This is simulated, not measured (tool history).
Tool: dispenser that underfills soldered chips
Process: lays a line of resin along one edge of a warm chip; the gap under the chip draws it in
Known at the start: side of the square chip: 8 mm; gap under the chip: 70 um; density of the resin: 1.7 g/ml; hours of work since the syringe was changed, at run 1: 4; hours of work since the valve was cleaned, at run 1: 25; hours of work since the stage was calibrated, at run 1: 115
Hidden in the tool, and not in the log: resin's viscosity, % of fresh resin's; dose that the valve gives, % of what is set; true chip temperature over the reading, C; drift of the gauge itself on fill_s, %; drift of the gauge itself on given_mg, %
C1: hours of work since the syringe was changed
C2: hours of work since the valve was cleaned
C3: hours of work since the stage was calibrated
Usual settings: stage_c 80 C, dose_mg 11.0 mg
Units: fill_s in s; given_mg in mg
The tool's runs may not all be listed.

Run 1, hour 0.0: usual settings; C1 4; C2 25; C3 115. Result: fill_s 21.7 s, given_mg 10.92 mg.
Run 2, hour 3.3: usual settings; C1 6; C2 27; C3 117. Result: fill_s 25.9 s, given_mg 10.95 mg.
At hour 3.8: new syringe of resin.
Run 3, hour 6.9: usual settings; C1 2; C2 29; C3 119. Result: fill_s 19.4 s, given_mg 10.84 mg.
Run 4, hour 8.7: usual settings; C1 3; C2 31; C3 121. Result: fill_s 21.0 s, given_mg 10.81 mg.
Run 5, hour 11.5: usual settings; C1 5; C2 33; C3 123. Result: fill_s 24.7 s, given_mg 10.78 mg.
At hour 13.0: new syringe of resin.
Run 6, hour 14.6: usual settings; C1 1; C2 35; C3 125. Result: fill_s 17.6 s, given_mg 10.85 mg.
Run 7, hour 18.8: usual settings; C1 4; C2 37; C3 128. Result: fill_s 21.8 s, given_mg 10.83 mg.
At hour 22.1: new syringe of resin.
Run 8, hour 23.3: usual settings; C1 1; C2 40; C3 130. Result: fill_s 16.7 s, given_mg 10.79 mg.
Run 9, hour 27.5: usual settings; C1 4; C2 43; C3 133. Result: fill_s 21.9 s, given_mg 10.64 mg.
Run 10, hour 30.7: usual settings but stage_c 89 C; C1 6; C2 45; C3 136. Result: fill_s 19.4 s, given_mg 10.73 mg.
At hour 31.4: new syringe of resin.
Run 11, hour 33.7: usual settings but dose_mg 12.3 mg; C1 2; C2 47; C3 137. Result: fill_s 17.7 s, given_mg 11.97 mg.
Run 12, hour 35.9: usual settings; C1 3; C2 49; C3 139. Result: fill_s 20.3 s, given_mg 10.77 mg.
Run 13, hour 38.1: usual settings; C1 5; C2 50; C3 140. Result: fill_s 23.4 s, given_mg 10.73 mg.
At hour 40.4: new syringe of resin.
Run 14, hour 41.5: usual settings but dose_mg 14.1 mg; C1 1; C2 52; C3 143. Result: fill_s 15.5 s, given_mg 13.66 mg.
Run 15, hour 43.9: usual settings but dose_mg 14.1 mg; C1 2; C2 54; C3 144. Result: fill_s 18.9 s, given_mg 13.71 mg.
Run 16, hour 46.3: usual settings; C1 4; C2 56; C3 146. Result: fill_s 22.3 s, given_mg 10.71 mg.
At hour 49.6: new syringe of resin.
Run 17, hour 50.2: usual settings; C1 0; C2 58; C3 148. Result: fill_s 16.3 s, given_mg 10.56 mg.
Run 18, hour 52.3: usual settings; C1 2; C2 60; C3 150. Result: fill_s 18.6 s, given_mg 10.64 mg.
Run 19, hour 54.4: usual settings but dose_mg 12.6 mg; C1 3; C2 61; C3 151. Result: fill_s 20.1 s, given_mg 12.30 mg.
Run 20, hour 58.2: usual settings but dose_mg 10.7 mg; C1 6; C2 64; C3 154. Result: fill_s 26.6 s, given_mg 10.31 mg.

Run 21 comes next. What will it give?
At hour 58.9: new syringe of resin.
Run 21, hour 61.7: usual settings but stage_c 65 C, dose_mg 13.9 mg; C1 2; C2 66; C3 156. Result: fill_s ?, given_mg ?.

Run 21 gave fill_s 30.5 s, given_mg 13.46 mg.
Without the tool's hidden state the same run would have given fill_s 25.3 s, given_mg 13.95 mg.
